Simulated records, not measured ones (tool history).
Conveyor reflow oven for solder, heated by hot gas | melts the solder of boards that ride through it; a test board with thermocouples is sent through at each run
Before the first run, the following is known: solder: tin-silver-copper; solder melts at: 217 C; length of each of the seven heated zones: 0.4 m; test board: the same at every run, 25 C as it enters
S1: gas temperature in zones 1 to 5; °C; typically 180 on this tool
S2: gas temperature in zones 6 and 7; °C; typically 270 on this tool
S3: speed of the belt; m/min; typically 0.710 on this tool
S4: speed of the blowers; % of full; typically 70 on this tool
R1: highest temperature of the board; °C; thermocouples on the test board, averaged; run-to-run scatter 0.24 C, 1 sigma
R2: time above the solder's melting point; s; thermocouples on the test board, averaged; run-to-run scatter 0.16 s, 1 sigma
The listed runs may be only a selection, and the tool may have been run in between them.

run    hour   S1   S2     S3  S4     R1    R2
  1     0.0  180  270  0.710  70  256.3  55.5
  2    38.6  180  270  0.710  70  257.1  55.1
  3    93.3  180  270  0.710  70  256.6  55.5
  4   146.0  180  270  0.573  70  261.7  73.1
  5   179.0  183  270  0.573  70  262.1  74.6
  6   233.4  180  270  0.710  70  256.6  55.4
  7   292.2  180  270  0.710  70  257.0  55.3
  8   331.4  180  270  0.710  70  256.5  55.5
  9   373.2  180  284  0.710  70  269.0  61.0
 10   415.6  180  270  0.710  70  256.4  55.3
 11   470.3  180  270  0.710  70  256.5  55.5
 12   519.2  180  270  0.710  70  256.9  55.5
 13   555.2  180  270  0.741  70  254.9  52.2
 14   585.8  180  270  0.741  70  255.5  52.4
 15   644.0  180  270  0.710  70  256.4  55.7
 16   690.5  180  283  0.710  70  268.4  60.6
 17   735.4  179  270  0.710  70  256.8  54.9
 18   762.6  178  270  0.710  87  259.9  56.9
 19   799.1  183  270  0.589  70  261.4  71.8
 20   840.5  180  261  0.710  70  248.6  50.7
 21   878.9  185  264  0.778  54  245.7  44.2
 22   910.9  173  279  0.725  70  262.6  54.8
 23   942.3  188  270  0.807  54  249.7  46.1
 24  1003.5  188  270  0.807  59  251.4  47.1
 25  1032.4  183  270  0.596  66  260.4  70.5
 26  1087.2  183  270  0.596  66  260.3  70.2
 27  1138.2  187  271  0.721  68  258.1  57.4
 28  1181.8  180  271  0.721  86  260.5  56.7
 29  1219.7  175  262  0.793  61  243.4  38.8
 30  1273.4  175  262  0.793  61  243.3  38.8

Not shown: 5 entries that the log had between the listed runs. Between which runs, and how does the tool's hidden state differ before and after?
After run 7, before run 8: flux residue cleaned out of gas plates and filters (hour 302.5)
  heat that the gas passes to the board, % of a clean oven's: 99.6 -> 99.9
After run 14, before run 15: flux residue cleaned out of gas plates and filters (hour 605.8)
  heat that the gas passes to the board, % of a clean oven's: 99.6 -> 99.9; true gas temperature in zones 6 and 7 over the reading, C: -0.14 -> -0.15
After run 20, before run 21: thermocouples of zones 6 and 7 changed (hour 873.8)
  heat that the gas passes to the board, % of a clean oven's: 99.7 -> 99.6; true gas temperature in zones 6 and 7 over the reading, C: -0.17 -> -0.02
After run 21, before run 22: flux residue cleaned out of gas plates and filters (hour 910.9)
  heat that the gas passes to the board, % of a clean oven's: 99.6 -> 100; belt's true speed, % of the reading: 99.92 -> 99.91
After run 28, before run 29: flux residue cleaned out of gas plates and filters (hour 1214.1)
  heat that the gas passes to the board, % of a clean oven's: 99.7 -> 99.9; true gas temperature in zones 6 and 7 over the reading, C: -0.05 -> -0.06
